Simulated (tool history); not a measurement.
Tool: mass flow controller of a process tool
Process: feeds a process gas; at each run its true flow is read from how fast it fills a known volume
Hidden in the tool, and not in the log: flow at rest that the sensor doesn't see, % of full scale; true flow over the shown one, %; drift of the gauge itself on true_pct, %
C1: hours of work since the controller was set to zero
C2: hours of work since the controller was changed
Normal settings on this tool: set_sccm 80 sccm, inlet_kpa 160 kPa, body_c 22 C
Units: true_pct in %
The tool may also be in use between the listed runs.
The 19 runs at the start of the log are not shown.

Run 20, hour 1500.6: usual settings but set_sccm 14 sccm, body_c 38 C; C1 213; C2 4276. Result: true_pct 93.28 %.
Run 21, hour 1582.6: usual settings but set_sccm 42 sccm, body_c 20 C; C1 274; C2 4337. Result: true_pct 96.71 %.
At hour 1627.2: controller's zero set anew, once more.
Run 22, hour 1668.7: usual settings but body_c 21 C; C1 31; C2 4400. Result: true_pct 99.01 %.
Run 23, hour 1781.3: usual settings but set_sccm 22 sccm, inlet_kpa 256 kPa, body_c 34 C; C1 114; C2 4483. Result: true_pct 97.82 %.
Run 24, hour 1843.9: usual settings but set_sccm 22 sccm, inlet_kpa 256 kPa, body_c 34 C; C1 160; C2 4529. Result: true_pct 97.81 %.
Run 25, hour 1949.5: usual settings but set_sccm 19 sccm, inlet_kpa 176 kPa; C1 238; C2 4607. Result: true_pct 97.52 %.
Run 26, hour 2024.8: usual settings but set_sccm 35 sccm, inlet_kpa 252 kPa, body_c 29 C; C1 294; C2 4663. Result: true_pct 97.95 %.
Run 27, hour 2093.5: usual settings but set_sccm 35 sccm, inlet_kpa 252 kPa, body_c 29 C; C1 345; C2 4714. Result: true_pct 97.95 %.
Run 28, hour 2184.2: usual settings but set_sccm 79 sccm, inlet_kpa 153 kPa, body_c 26 C; C1 412; C2 4781. Result: true_pct 98.79 %.
Run 29, hour 2236.1: usual settings but set_sccm 55 sccm, inlet_kpa 260 kPa; C1 450; C2 4819. Result: true_pct 98.14 %.
Run 30, hour 2290.8: usual settings but inlet_kpa 244 kPa, body_c 35 C; C1 490; C2 4860. Result: true_pct 98.96 %.
Run 31, hour 2363.9: usual settings but inlet_kpa 244 kPa, body_c 35 C; C1 544; C2 4914. Result: true_pct 98.92 %.
Run 32, hour 2423.7: usual settings but set_sccm 53 sccm, inlet_kpa 200 kPa, body_c 37 C; C1 589; C2 4958. Result: true_pct 98.55 %.

Branching from run 32: 5 alternative next runs. What would each branch give?
Run A, hour 2524.5: usual settings but set_sccm 34 sccm, inlet_kpa 200 kPa, body_c 37 C; C1 663; C2 5032. Result: true_pct ?.
Run B, hour 2524.5: usual settings but inlet_kpa 210 kPa, body_c 21 C; C1 663; C2 5032. Result: true_pct ?.
Run C, hour 2524.5: usual settings but set_sccm 53 sccm, inlet_kpa 200 kPa, body_c 35 C; C1 663; C2 5032. Result: true_pct ?.
Run D, hour 2524.5: usual settings but set_sccm 33 sccm, inlet_kpa 241 kPa, body_c 33 C; C1 663; C2 5032. Result: true_pct ?.
Run E, hour 2524.5: usual settings but set_sccm 95 sccm, inlet_kpa 141 kPa, body_c 25 C; C1 663; C2 5032. Result: true_pct ?.

run  true_pct
  A     98.09
  B     98.49
  C     98.41
  D     97.82
  E     99.09
What these runs would have given with no unlogged condition in the tool:
run  true_pct
  A     99.26
  B     99.42
  C     99.44
  D     99.00
  E    100.00
